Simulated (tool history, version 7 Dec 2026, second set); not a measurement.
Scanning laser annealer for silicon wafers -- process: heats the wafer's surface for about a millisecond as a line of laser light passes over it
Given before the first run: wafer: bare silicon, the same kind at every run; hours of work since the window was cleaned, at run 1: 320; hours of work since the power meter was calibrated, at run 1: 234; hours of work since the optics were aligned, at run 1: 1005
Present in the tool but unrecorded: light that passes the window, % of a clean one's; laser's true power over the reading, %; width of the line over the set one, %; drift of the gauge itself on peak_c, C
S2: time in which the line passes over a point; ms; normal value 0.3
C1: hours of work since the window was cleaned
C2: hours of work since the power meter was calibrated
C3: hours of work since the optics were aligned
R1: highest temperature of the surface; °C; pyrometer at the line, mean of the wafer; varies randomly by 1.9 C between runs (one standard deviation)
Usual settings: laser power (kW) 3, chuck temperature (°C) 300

Run 1, day 0: usual settings; C1 320; C2 234; C3 1005. Result: R1 1124 °C.
Run 2, day 0.821: usual settings; C1 328; C2 242; C3 1013. Result: R1 1126 °C.
Run 3, day 1.883: usual settings; C1 338; C2 253; C3 1023. Result: R1 1124 °C.
Run 4, day 3.192: usual settings; C1 350; C2 265; C3 1036. Result: R1 1125 °C.
Run 5, day 4.712: usual settings; C1 365; C2 280; C3 1050. Result: R1 1124 °C.
Run 6, day 5.696: usual settings but laser power (kW) 2.742; C1 375; C2 289; C3 1060. Result: R1 1043 °C.
Run 7, day 7.246: usual settings but laser power (kW) 3.118; C1 389; C2 304; C3 1075. Result: R1 1157 °C.
Run 8, day 8.838: usual settings but laser power (kW) 3.118; C1 405; C2 320; C3 1090. Result: R1 1161 °C.
Run 9, day 10.45: usual settings but laser power (kW) 3.118; C1 420; C2 335; C3 1106. Result: R1 1156 °C.
Run 10, day 12.1: usual settings but laser power (kW) 3.118; C1 436; C2 351; C3 1122. Result: R1 1157 °C.
Run 11, day 13.646: usual settings but laser power (kW) 3.118; C1 451; C2 366; C3 1137. Result: R1 1157 °C.
Run 12, day 14.525: usual settings but laser power (kW) 3.118, S2 0.272 ms, chuck temperature (°C) 337; C1 460; C2 374; C3 1145. Result: R1 1153 °C.
Run 13, day 16.212: usual settings but laser power (kW) 3.118, S2 0.272 ms, chuck temperature (°C) 337; C1 476; C2 391; C3 1161. Result: R1 1151 °C.
Run 14, day 16.988: usual settings but laser power (kW) 2.87, S2 0.257 ms, chuck temperature (°C) 301; C1 483; C2 398; C3 1169. Result: R1 1022 °C.
Run 15, day 18.229: usual settings but laser power (kW) 3.293, S2 0.36 ms, chuck temperature (°C) 329; C1 495; C2 410; C3 1181. Result: R1 1329 °C.
Run 16, day 19.892: usual settings but laser power (kW) 2.798, S2 0.264 ms, chuck temperature (°C) 297; C1 511; C2 426; C3 1197. Result: R1 1006 °C.
Run 17, day 20.875: usual settings but laser power (kW) 3.141, S2 0.342 ms; C1 521; C2 435; C3 1206. Result: R1 1222 °C.
Run 18, day 21.783: usual settings but laser power (kW) 2.654, S2 0.362 ms, chuck temperature (°C) 264; C1 529; C2 444; C3 1215. Result: R1 1048 °C.
Run 19, day 23.133: usual settings but laser power (kW) 2.654, S2 0.362 ms, chuck temperature (°C) 264; C1 542; C2 457; C3 1228. Result: R1 1046 °C.
Run 20, day 24.162: usual settings but laser power (kW) 2.699, S2 0.361 ms, chuck temperature (°C) 264; C1 552; C2 467; C3 1238. Result: R1 1059 °C.
Run 21, day 25.238: usual settings but laser power (kW) 3.038, S2 0.361 ms, chuck temperature (°C) 262; C1 563; C2 477; C3 1248. Result: R1 1170 °C.
Run 22, day 26.192: usual settings but laser power (kW) 2.91, S2 0.211 ms, chuck temperature (°C) 267; C1 572; C2 487; C3 1257. Result: R1 927 °C.

Forecast each of these 5 alternatives for the next run:
Run A, day 27.183: usual settings but laser power (kW) 3.269, S2 0.325 ms, chuck temperature (°C) 261; C1 581; C2 496; C3 1267. Result: R1 ?.
Run B, day 27.183: usual settings but laser power (kW) 2.924, S2 0.211 ms, chuck temperature (°C) 267; C1 581; C2 496; C3 1267. Result: R1 ?.
Run C, day 27.183: usual settings but laser power (kW) 2.874; C1 581; C2 496; C3 1267. Result: R1 ?.
Run D, day 27.183: usual settings but laser power (kW) 2.91, S2 0.343 ms, chuck temperature (°C) 267; C1 581; C2 496; C3 1267. Result: R1 ?.
Run E, day 27.183: usual settings but laser power (kW) 2.858, S2 0.211 ms, chuck temperature (°C) 299; C1 581; C2 496; C3 1267. Result: R1 ?.

run    R1
  A  1196
  B   931
  C  1079
  D  1113
  E   945
What these runs would have given with no unlogged condition in the tool:
run    R1
  A  1225
  B   952
  C  1103
  D  1139
  E   965
